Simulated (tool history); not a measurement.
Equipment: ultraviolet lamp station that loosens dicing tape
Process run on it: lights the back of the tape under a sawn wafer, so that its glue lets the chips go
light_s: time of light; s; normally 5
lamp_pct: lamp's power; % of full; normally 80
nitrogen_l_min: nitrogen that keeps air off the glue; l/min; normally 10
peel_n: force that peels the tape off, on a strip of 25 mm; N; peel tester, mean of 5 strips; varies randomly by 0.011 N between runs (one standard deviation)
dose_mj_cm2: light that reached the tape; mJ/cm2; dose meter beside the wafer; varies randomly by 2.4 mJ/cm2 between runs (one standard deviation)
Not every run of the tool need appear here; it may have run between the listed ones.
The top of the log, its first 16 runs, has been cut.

Run 17, hour 985.1: usual settings. Result: peel_n 0.457 N, dose_mj_cm2 273 mJ/cm2.
Run 18, hour 1069.8: usual settings. Result: peel_n 0.459 N, dose_mj_cm2 279 mJ/cm2.
Run 19, hour 1149.1: usual settings but lamp_pct 89 % of full. Result: peel_n 0.375 N, dose_mj_cm2 306 mJ/cm2.
Run 20, hour 1229.9: usual settings but lamp_pct 89 % of full. Result: peel_n 0.384 N, dose_mj_cm2 301 mJ/cm2.
Run 21, hour 1269.4: usual settings but light_s 9 s, lamp_pct 87 % of full, nitrogen_l_min 17 l/min. Result: peel_n 0.171 N, dose_mj_cm2 536 mJ/cm2.
Run 22, hour 1336.1: usual settings but light_s 9 s, lamp_pct 87 % of full, nitrogen_l_min 17 l/min. Result: peel_n 0.177 N, dose_mj_cm2 534 mJ/cm2.
Run 23, hour 1419.3: usual settings but light_s 9 s, lamp_pct 87 % of full, nitrogen_l_min 17 l/min. Result: peel_n 0.179 N, dose_mj_cm2 541 mJ/cm2.
Run 24, hour 1498.9: usual settings but light_s 2 s, lamp_pct 88 % of full, nitrogen_l_min 5 l/min. Result: peel_n 3.362 N, dose_mj_cm2 118 mJ/cm2.
Run 25, hour 1540.5: usual settings but light_s 2 s, lamp_pct 88 % of full, nitrogen_l_min 5 l/min. Result: peel_n 3.347 N, dose_mj_cm2 120 mJ/cm2.
Run 26, hour 1621.3: usual settings but light_s 2 s, lamp_pct 88 % of full, nitrogen_l_min 5 l/min. Result: peel_n 3.409 N, dose_mj_cm2 121 mJ/cm2.
At hour 1675.7: window cleaned of glue's vapour.
Run 27, hour 1698.3: usual settings but light_s 7 s, lamp_pct 86 % of full, nitrogen_l_min 17 l/min. Result: peel_n 0.193 N, dose_mj_cm2 410 mJ/cm2.
Run 28, hour 1762.5: usual settings but light_s 3 s, lamp_pct 65 % of full, nitrogen_l_min 17 l/min. Result: peel_n 1.454 N, dose_mj_cm2 133 mJ/cm2.
Run 29, hour 1841.5: usual settings but light_s 4 s, lamp_pct 99 % of full, nitrogen_l_min 17 l/min. Result: peel_n 0.327 N, dose_mj_cm2 273 mJ/cm2.
Run 30, hour 1903.9: usual settings but light_s 4 s, lamp_pct 99 % of full, nitrogen_l_min 17 l/min. Result: peel_n 0.333 N, dose_mj_cm2 269 mJ/cm2.
Run 31, hour 1949.4: usual settings but light_s 4 s, lamp_pct 70 % of full. Result: peel_n 1.055 N, dose_mj_cm2 190 mJ/cm2.
Run 32, hour 2013.1: usual settings but light_s 2 s, lamp_pct 64 % of full. Result: peel_n 3.508 N, dose_mj_cm2 88 mJ/cm2.
Run 33, hour 2051.2: usual settings but light_s 2 s, lamp_pct 83 % of full. Result: peel_n 2.615 N, dose_mj_cm2 112 mJ/cm2.
Run 34, hour 2101.1: usual settings but light_s 3 s, lamp_pct 85 % of full, nitrogen_l_min 5 l/min. Result: peel_n 2.038 N, dose_mj_cm2 174 mJ/cm2.
Run 35, hour 2181.5: usual settings but lamp_pct 91 % of full, nitrogen_l_min 6 l/min. Result: peel_n 0.554 N, dose_mj_cm2 309 mJ/cm2.
Run 36, hour 2235.9: usual settings but lamp_pct 91 % of full, nitrogen_l_min 6 l/min. Result: peel_n 0.539 N, dose_mj_cm2 319 mJ/cm2.

Run 37 comes next. What will it give?
Run 37, hour 2286.9: usual settings but lamp_pct 97 % of full. Result: peel_n ?, dose_mj_cm2 ?.

{"run 37": {"peel_n": 0.32, "dose_mj_cm2": 331}}
Take away the tool's hidden state, keep the run-to-run variation as it was, and the same run would have given peel_n 0.318 N, dose_mj_cm2 333 mJ/cm2.
